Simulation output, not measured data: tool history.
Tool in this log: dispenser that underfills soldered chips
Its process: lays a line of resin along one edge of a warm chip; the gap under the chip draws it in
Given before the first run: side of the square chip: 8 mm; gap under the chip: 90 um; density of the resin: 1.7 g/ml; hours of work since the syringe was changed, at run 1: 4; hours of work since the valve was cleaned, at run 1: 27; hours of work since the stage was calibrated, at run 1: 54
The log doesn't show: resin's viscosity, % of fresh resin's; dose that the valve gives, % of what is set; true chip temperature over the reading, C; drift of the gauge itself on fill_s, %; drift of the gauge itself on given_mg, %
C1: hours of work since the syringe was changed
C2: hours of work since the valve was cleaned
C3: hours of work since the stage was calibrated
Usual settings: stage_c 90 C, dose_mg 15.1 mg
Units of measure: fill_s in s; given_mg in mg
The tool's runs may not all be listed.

{"run": 1, "day": 0.0, "stage_c": 90, "dose_mg": 15.1, "C1": 4, "C2": 27, "C3": 54, "fill_s": 65.5, "given_mg": 14.94}
{"run": 2, "day": 0.267, "stage_c": 90, "dose_mg": 15.1, "C1": 8, "C2": 31, "C3": 58, "fill_s": 76.9, "given_mg": 14.92}
{"day": 0.346, "done": "new syringe of resin"}
{"run": 3, "day": 0.554, "stage_c": 90, "dose_mg": 15.1, "C1": 3, "C2": 36, "C3": 63, "fill_s": 64, "given_mg": 14.85}
{"run": 4, "day": 0.775, "stage_c": 90, "dose_mg": 15.1, "C1": 7, "C2": 39, "C3": 66, "fill_s": 72.5, "given_mg": 14.81}
{"day": 0.938, "done": "new syringe of resin"}
{"run": 5, "day": 0.938, "stage_c": 90, "dose_mg": 15.1, "C1": 0, "C2": 42, "C3": 69, "fill_s": 58.4, "given_mg": 14.85}
{"run": 6, "day": 1.125, "stage_c": 90, "dose_mg": 15.1, "C1": 3, "C2": 45, "C3": 72, "fill_s": 65.2, "given_mg": 14.81}
{"run": 7, "day": 1.3, "stage_c": 90, "dose_mg": 15.1, "C1": 6, "C2": 47, "C3": 74, "fill_s": 70, "given_mg": 14.78}
{"run": 8, "day": 1.488, "stage_c": 90, "dose_mg": 15.1, "C1": 9, "C2": 50, "C3": 77, "fill_s": 78.1, "given_mg": 14.74}
{"day": 1.525, "done": "new syringe of resin"}
{"run": 9, "day": 1.662, "stage_c": 93, "dose_mg": 19.4, "C1": 2, "C2": 53, "C3": 80, "fill_s": 53.9, "given_mg": 18.92}
{"run": 10, "day": 1.904, "stage_c": 93, "dose_mg": 15.9, "C1": 6, "C2": 57, "C3": 84, "fill_s": 64.6, "given_mg": 15.52}
{"run": 11, "day": 2.1, "stage_c": 93, "dose_mg": 15.9, "C1": 9, "C2": 60, "C3": 87, "fill_s": 70.8, "given_mg": 15.47}
{"day": 2.138, "done": "new syringe of resin"}
{"run": 12, "day": 2.375, "stage_c": 85, "dose_mg": 19.4, "C1": 4, "C2": 64, "C3": 91, "fill_s": 80.2, "given_mg": 18.81}
{"day": 2.442, "done": "dispensing valve cleaned and set on the balance"}
{"run": 13, "day": 2.65, "stage_c": 98, "dose_mg": 18, "C1": 8, "C2": 3, "C3": 95, "fill_s": 52.7, "given_mg": 18.01}
{"day": 2.771, "done": "new syringe of resin"}
{"run": 14, "day": 2.821, "stage_c": 82, "dose_mg": 13.4, "C1": 1, "C2": 6, "C3": 97, "fill_s": 86.5, "given_mg": 13.41}

What if the next run were any one of these 3? Each begins from the tool's condition after run 14:
{"run": "A", "day": 2.975, "stage_c": 84, "dose_mg": 13.6, "C1": 3, "C2": 8, "C3": 100, "fill_s": "?", "given_mg": "?"}
{"run": "B", "day": 2.975, "stage_c": 90, "dose_mg": 14.2, "C1": 3, "C2": 8, "C3": 100, "fill_s": "?", "given_mg": "?"}
{"run": "C", "day": 2.975, "stage_c": 97, "dose_mg": 13.4, "C1": 3, "C2": 8, "C3": 100, "fill_s": "?", "given_mg": "?"}

run=A fill_s=86.1 given_mg=13.59
run=B fill_s=65.7 given_mg=14.2
run=C fill_s=50.4 given_mg=13.38
With no hidden state in the tool, these same runs would have given:
run=A fill_s=75.9 given_mg=13.61
run=B fill_s=57.9 given_mg=14.22
run=C fill_s=44.4 given_mg=13.4
